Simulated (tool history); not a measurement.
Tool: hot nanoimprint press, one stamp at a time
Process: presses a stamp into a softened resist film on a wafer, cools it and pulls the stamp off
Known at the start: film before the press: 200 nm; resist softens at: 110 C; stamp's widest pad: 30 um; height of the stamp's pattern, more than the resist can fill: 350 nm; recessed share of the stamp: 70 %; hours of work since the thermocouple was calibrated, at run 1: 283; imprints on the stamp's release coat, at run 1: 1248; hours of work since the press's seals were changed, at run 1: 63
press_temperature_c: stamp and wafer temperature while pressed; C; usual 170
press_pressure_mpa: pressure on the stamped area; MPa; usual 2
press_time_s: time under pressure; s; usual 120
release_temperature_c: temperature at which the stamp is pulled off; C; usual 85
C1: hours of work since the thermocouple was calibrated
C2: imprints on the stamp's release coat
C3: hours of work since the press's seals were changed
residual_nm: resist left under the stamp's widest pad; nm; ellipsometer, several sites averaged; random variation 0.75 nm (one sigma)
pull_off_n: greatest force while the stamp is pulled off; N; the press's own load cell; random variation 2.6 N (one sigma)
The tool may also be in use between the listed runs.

Run 1, day 0: usual settings; C1 283; C2 1248; C3 63. Result: residual_nm 95 nm, pull_off_n 189 N.
Run 2, day 0.204: usual settings; C1 287; C2 1262; C3 66. Result: residual_nm 94.8 nm, pull_off_n 185 N.
Run 3, day 0.425: usual settings but press_pressure_mpa 1.26 MPa; C1 290; C2 1277; C3 69. Result: residual_nm 119.1 nm, pull_off_n 191 N.
Run 4, day 0.775: usual settings but press_pressure_mpa 1.26 MPa; C1 296; C2 1302; C3 75. Result: residual_nm 118.5 nm, pull_off_n 189 N.
Run 5, day 1.179: usual settings; C1 302; C2 1330; C3 81. Result: residual_nm 94.9 nm, pull_off_n 190 N.
Run 6, day 1.388: usual settings; C1 305; C2 1344; C3 84. Result: residual_nm 96.1 nm, pull_off_n 184 N.
Run 7, day 1.871: usual settings; C1 313; C2 1377; C3 92. Result: residual_nm 94.8 nm, pull_off_n 189 N.
Run 8, day 2.108: usual settings; C1 316; C2 1394; C3 96. Result: residual_nm 95.7 nm, pull_off_n 188 N.
Run 9, day 2.592: usual settings; C1 324; C2 1427; C3 103. Result: residual_nm 96.3 nm, pull_off_n 191 N.
Run 10, day 2.808: usual settings; C1 327; C2 1442; C3 107. Result: residual_nm 94.5 nm, pull_off_n 196 N.
Run 11, day 3.083: usual settings; C1 332; C2 1461; C3 111. Result: residual_nm 94.5 nm, pull_off_n 195 N.
Run 12, day 3.575: usual settings; C1 339; C2 1495; C3 119. Result: residual_nm 95.4 nm, pull_off_n 194 N.
Run 13, day 3.942: usual settings; C1 345; C2 1521; C3 124. Result: residual_nm 94.1 nm, pull_off_n 201 N.
Run 14, day 4.3: usual settings; C1 351; C2 1545; C3 130. Result: residual_nm 95.4 nm, pull_off_n 201 N.
Run 15, day 4.517: usual settings; C1 354; C2 1560; C3 134. Result: residual_nm 95 nm, pull_off_n 200 N.
At day 4.954: stamp cleaned and given a new release coat.
Run 16, day 5.033: usual settings; C1 358; C2 6; C3 138. Result: residual_nm 95.3 nm, pull_off_n 123 N.
Run 17, day 5.479: usual settings but press_time_s 66 s; C1 365; C2 36; C3 145. Result: residual_nm 115.7 nm, pull_off_n 127 N.
Run 18, day 5.792: usual settings but press_pressure_mpa 2.66 MPa; C1 370; C2 58; C3 150. Result: residual_nm 82.3 nm, pull_off_n 127 N.
Run 19, day 6.133: usual settings but press_temperature_c 163 C, press_pressure_mpa 2.49 MPa, release_temperature_c 73 C; C1 376; C2 82; C3 155. Result: residual_nm 119.5 nm, pull_off_n 154 N.
Run 20, day 6.6: usual settings but press_temperature_c 163 C, press_pressure_mpa 2.49 MPa, release_temperature_c 73 C; C1 383; C2 114; C3 162. Result: residual_nm 119.6 nm, pull_off_n 155 N.
Run 21, day 6.979: usual settings but press_temperature_c 165 C, press_time_s 166 s, release_temperature_c 70 C; C1 389; C2 140; C3 168. Result: residual_nm 110.6 nm, pull_off_n 164 N.
Run 22, day 7.442: usual settings but press_temperature_c 165 C, press_time_s 163 s, release_temperature_c 70 C; C1 396; C2 172; C3 175. Result: residual_nm 108.6 nm, pull_off_n 160 N.
Run 23, day 7.675: usual settings but press_temperature_c 180 C, release_temperature_c 90 C; C1 400; C2 188; C3 179. Result: residual_nm 59.7 nm, pull_off_n 118 N.
Run 24, day 7.979: usual settings but press_temperature_c 180 C, release_temperature_c 90 C; C1 404; C2 209; C3 184. Result: residual_nm 60.2 nm, pull_off_n 127 N.
Run 25, day 8.35: usual settings but press_temperature_c 180 C, release_temperature_c 90 C; C1 410; C2 235; C3 190. Result: residual_nm 58.9 nm, pull_off_n 130 N.
Run 26, day 8.812: usual settings but press_temperature_c 180 C, release_temperature_c 90 C; C1 418; C2 267; C3 197. Result: residual_nm 60 nm, pull_off_n 125 N.
Run 27, day 9.225: usual settings but release_temperature_c 79 C; C1 424; C2 295; C3 203. Result: residual_nm 96.3 nm, pull_off_n 152 N.
Run 28, day 9.442: usual settings but release_temperature_c 79 C; C1 427; C2 310; C3 207. Result: residual_nm 96.6 nm, pull_off_n 149 N.
Run 29, day 9.742: usual settings but press_pressure_mpa 1.63 MPa, release_temperature_c 76 C; C1 432; C2 331; C3 211. Result: residual_nm 106.6 nm, pull_off_n 154 N.
Run 30, day 10.212: usual settings but press_time_s 69 s, release_temperature_c 82 C; C1 439; C2 363; C3 219. Result: residual_nm 112.5 nm, pull_off_n 144 N.

Measured less the same run without the tool's hidden state. The same run-to-run variation is in both; the gauge's scatter may not be:
The hidden state here: true temperature over the reading, C; pressure that arrives at the usual setting, %; grip of the stamp's worn release coat, % over a new coat's; drift of the gauge itself on residual_nm, %; drift of the gauge itself on pull_off_n, %.
run  residual_nm  pull_off_n
  1           +2         +63
  2           +2         +62
  3         +2.2         +65
  4         +2.3         +65
  5         +2.2         +66
  6         +2.3         +64
  7         +2.3         +68
  8         +2.4         +68
  9         +2.4         +70
 10         +2.4         +72
 11         +2.5         +73
 12         +2.5         +74
 13         +2.6         +77
 14         +2.7         +78
 15         +2.7         +78
 16         +2.7          +1
 17           +3          +2
 18         +2.7          +4
 19         +3.6          +6
 20         +3.7          +7
 21         +3.5          +9
 22         +3.5         +10
 23         +1.9          +8
 24           +2         +10
 25           +2         +11
 26           +2         +12
 27         +3.4         +16
 28         +3.4         +17
 29         +3.6         +17
 30         +3.8         +18
